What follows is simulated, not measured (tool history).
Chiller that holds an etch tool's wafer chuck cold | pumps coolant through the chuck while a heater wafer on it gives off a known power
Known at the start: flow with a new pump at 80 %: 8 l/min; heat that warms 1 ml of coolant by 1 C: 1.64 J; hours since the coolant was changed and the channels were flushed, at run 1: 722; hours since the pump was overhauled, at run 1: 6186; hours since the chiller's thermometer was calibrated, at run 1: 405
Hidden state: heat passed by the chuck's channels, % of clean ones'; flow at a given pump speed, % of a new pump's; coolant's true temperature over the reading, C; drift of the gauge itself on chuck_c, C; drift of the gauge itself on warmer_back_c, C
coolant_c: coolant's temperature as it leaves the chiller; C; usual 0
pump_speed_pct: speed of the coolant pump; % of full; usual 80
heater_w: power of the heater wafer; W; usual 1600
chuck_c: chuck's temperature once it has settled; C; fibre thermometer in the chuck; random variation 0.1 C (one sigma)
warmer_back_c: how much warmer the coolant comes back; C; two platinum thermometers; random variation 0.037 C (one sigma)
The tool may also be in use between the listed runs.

run,hour,coolant_c,pump_speed_pct,heater_w,hours since the coolant was changed and the channels were flushed,hours since the pump was overhauled,hours since the chiller's thermometer was calibrated,chuck_c,warmer_back_c
1,0,0,80,1600,722,6186,405,15.8,7.76
2,189.8,0,80,1600,912,6376,595,15.9,7.75
3,320.9,0,80,1600,1043,6507,726,15.9,7.77
4,491.3,0,80,1600,1214,6677,897,16,7.68
# hour 543.6: coolant pump overhauled
5,617.1,0,80,990,1334,73,1017,9.6,4.5
6,741.5,0,80,990,1459,198,1142,9.6,4.49
7,924.9,-10,80,990,1642,381,1325,-0.2,4.51
8,1027.7,-10,80,990,1745,484,1428,-0.1,4.54
9,1178.2,1,80,1600,1895,635,1578,16.6,7.27
10,1278.7,0,80,1600,1996,735,1679,15.5,7.35
# hour 1296.8: chiller's thermometer calibrated
11,1451.8,0,80,1600,2168,907,155,15.8,7.43
12,1648.5,0,62,1467,2365,1104,352,17.4,8.7
13,1807.6,0,62,1467,2524,1263,511,17.5,8.76
14,1964.6,5,95,1407,2681,1420,668,17.7,5.5
15,2058.8,6,80,1407,2775,1514,762,20.2,6.54
# hour 2115.8: chiller's thermometer calibrated, once more
16,2153.2,0,80,1027,2869,1608,37,9.9,4.79
17,2236.1,1,87,1239,2951,1690,120,12.4,5.32
18,2337,-2,88,1600,3052,1791,221,12.8,6.73
19,2507.9,10,89,1600,3223,1962,392,24.8,6.74
20,2596.4,10,89,1600,3312,2051,481,24.8,6.68
21,2762.4,-8,90,1600,3478,2217,647,6.7,6.67
22,2932.4,-1,80,1633,3648,2387,817,15.3,7.68

4 ways to go on from here, each from the tool as it stands after run 22. What would each give?
A,3040,-8,80,946,3755,2494,924,?,?
B,3040,-4,80,1600,3755,2494,924,?,?
C,3040,3,80,1020,3755,2494,924,?,?
D,3040,4,80,1633,3755,2494,924,?,?

run,chuck_c,warmer_back_c
A,1.4,4.38
B,11.9,7.49
C,13.3,4.78
D,20.3,7.63
Without the tool's hidden state the same runs would have given:
run,chuck_c,warmer_back_c
A,0.7,4.28
B,10.8,7.33
C,12.6,4.68
D,19.2,7.47
